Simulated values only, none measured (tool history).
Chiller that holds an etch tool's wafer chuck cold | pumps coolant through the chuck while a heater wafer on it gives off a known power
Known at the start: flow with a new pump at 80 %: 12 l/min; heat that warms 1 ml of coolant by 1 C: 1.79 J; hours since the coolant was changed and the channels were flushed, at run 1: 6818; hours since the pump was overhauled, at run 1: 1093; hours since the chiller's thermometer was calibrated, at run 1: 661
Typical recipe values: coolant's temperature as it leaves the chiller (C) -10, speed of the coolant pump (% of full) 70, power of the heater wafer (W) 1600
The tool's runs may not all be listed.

| run | hour | coolant's temperature as it leaves the chiller (C) | speed of the coolant pump (% of full) | power of the heater wafer (W) | hours since the coolant was changed and the channels were flushed | hours since the pump was overhauled | hours since the chiller's thermometer was calibrated | chuck's temperature once it has settled (C) | how much warmer the coolant comes back (C) |
|---|---|---|---|---|---|---|---|---|---|
| 1 | 0 | -10 | 70 | 1600 | 6818 | 1093 | 661 | 2 | 5.05 |
| 2 | 33 | -10 | 70 | 1014 | 6851 | 1126 | 694 | -2.3 | 3.3 |
| 3 | 68.1 | -10 | 70 | 1014 | 6886 | 1161 | 729 | -2.5 | 3.27 |
| 4 | 100.7 | -10 | 70 | 1014 | 6918 | 1194 | 762 | -2.4 | 3.19 |
| 5 | 135.9 | -10 | 70 | 1014 | 6954 | 1229 | 797 | -2.3 | 3.22 |
| 6 | 156.9 | -10 | 70 | 1014 | 6975 | 1250 | 818 | -2.4 | 3.23 |
| 7 | 171.7 | -10 | 70 | 1014 | 6989 | 1265 | 833 | -2.2 | 3.25 |
| 8 | 188.1 | -10 | 70 | 841 | 7006 | 1281 | 849 | -3.7 | 2.67 |
| 9 | 219.7 | -10 | 70 | 841 | 7038 | 1313 | 881 | -3.6 | 2.72 |
| 10 | 253 | -10 | 70 | 1600 | 7071 | 1346 | 914 | 2.1 | 5.09 |
| 11 | 276.9 | -10 | 70 | 1600 | 7095 | 1370 | 938 | 2 | 5.06 |
| 12 | 292.1 | -17 | 70 | 1600 | 7110 | 1385 | 953 | -5.1 | 5.1 |
| 13 | 320.5 | -17 | 70 | 1600 | 7138 | 1414 | 982 | -5.1 | 5.09 |
| 14 | 354.2 | -10 | 70 | 1600 | 7172 | 1447 | 1015 | 1.9 | 5.05 |
| 15 | 372 | -17 | 76 | 1089 | 7190 | 1465 | 1033 | -9.2 | 3.22 |
| 16 | 401.7 | -1 | 88 | 1633 | 7219 | 1495 | 1063 | 9.5 | 4.2 |
| 17 | 435.7 | -10 | 96 | 1570 | 7253 | 1529 | 1097 | -0.2 | 3.65 |
| 18 | 454.7 | -1 | 100 | 1215 | 7273 | 1548 | 1116 | 6.3 | 2.78 |
| 19 | 482.6 | -1 | 100 | 1215 | 7300 | 1576 | 1144 | 6.2 | 2.72 |
| 20 | 502.6 | -10 | 90 | 1896 | 7320 | 1596 | 1164 | 2 | 4.71 |
| 21 | 529.7 | -1 | 99 | 1859 | 7348 | 1623 | 1191 | 10.3 | 4.18 |
| 22 | 556.9 | -1 | 99 | 1859 | 7375 | 1650 | 1218 | 10.1 | 4.25 |
| 23 | 588 | -4 | 87 | 1859 | 7406 | 1681 | 1249 | 8.2 | 4.72 |
| 24 | 616.2 | -3 | 98 | 1859 | 7434 | 1709 | 1277 | 8.4 | 4.24 |
| 25 | 632.8 | -3 | 64 | 1891 | 7451 | 1726 | 1294 | 12 | 6.61 |
| 26 | 659.4 | -3 | 64 | 1891 | 7477 | 1753 | 1320 | 12 | 6.54 |
| 27 | 681.1 | -14 | 99 | 1891 | 7499 | 1774 | 1342 | -2.7 | 4.24 |

Predict each of these 5 candidate next runs independently; none follows another, all start after run 27:
| A | 699.4 | -10 | 70 | 1262 | 7517 | 1793 | 1360 | ? | ? |
| B | 699.4 | -1 | 93 | 1891 | 7517 | 1793 | 1360 | ? | ? |
| C | 699.4 | -14 | 91 | 1002 | 7517 | 1793 | 1360 | ? | ? |
| D | 699.4 | -11 | 82 | 968 | 7517 | 1793 | 1360 | ? | ? |
| E | 699.4 | -1 | 76 | 1074 | 7517 | 1793 | 1360 | ? | ? |

| run | chuck's temperature once it has settled (C) | how much warmer the coolant comes back (C) |
|---|---|---|
| A | -0.7 | 4.02 |
| B | 10.7 | 4.57 |
| C | -7.6 | 2.48 |
| D | -4.5 | 2.65 |
| E | 6.7 | 3.16 |
Stripped of hidden state, with their random variation kept, the same runs would have yielded:
| run | chuck's temperature once it has settled (C) | how much warmer the coolant comes back (C) |
|---|---|---|
| A | -0.7 | 4.02 |
| B | 10.7 | 4.56 |
| C | -7.6 | 2.47 |
| D | -4.5 | 2.65 |
| E | 6.7 | 3.15 |

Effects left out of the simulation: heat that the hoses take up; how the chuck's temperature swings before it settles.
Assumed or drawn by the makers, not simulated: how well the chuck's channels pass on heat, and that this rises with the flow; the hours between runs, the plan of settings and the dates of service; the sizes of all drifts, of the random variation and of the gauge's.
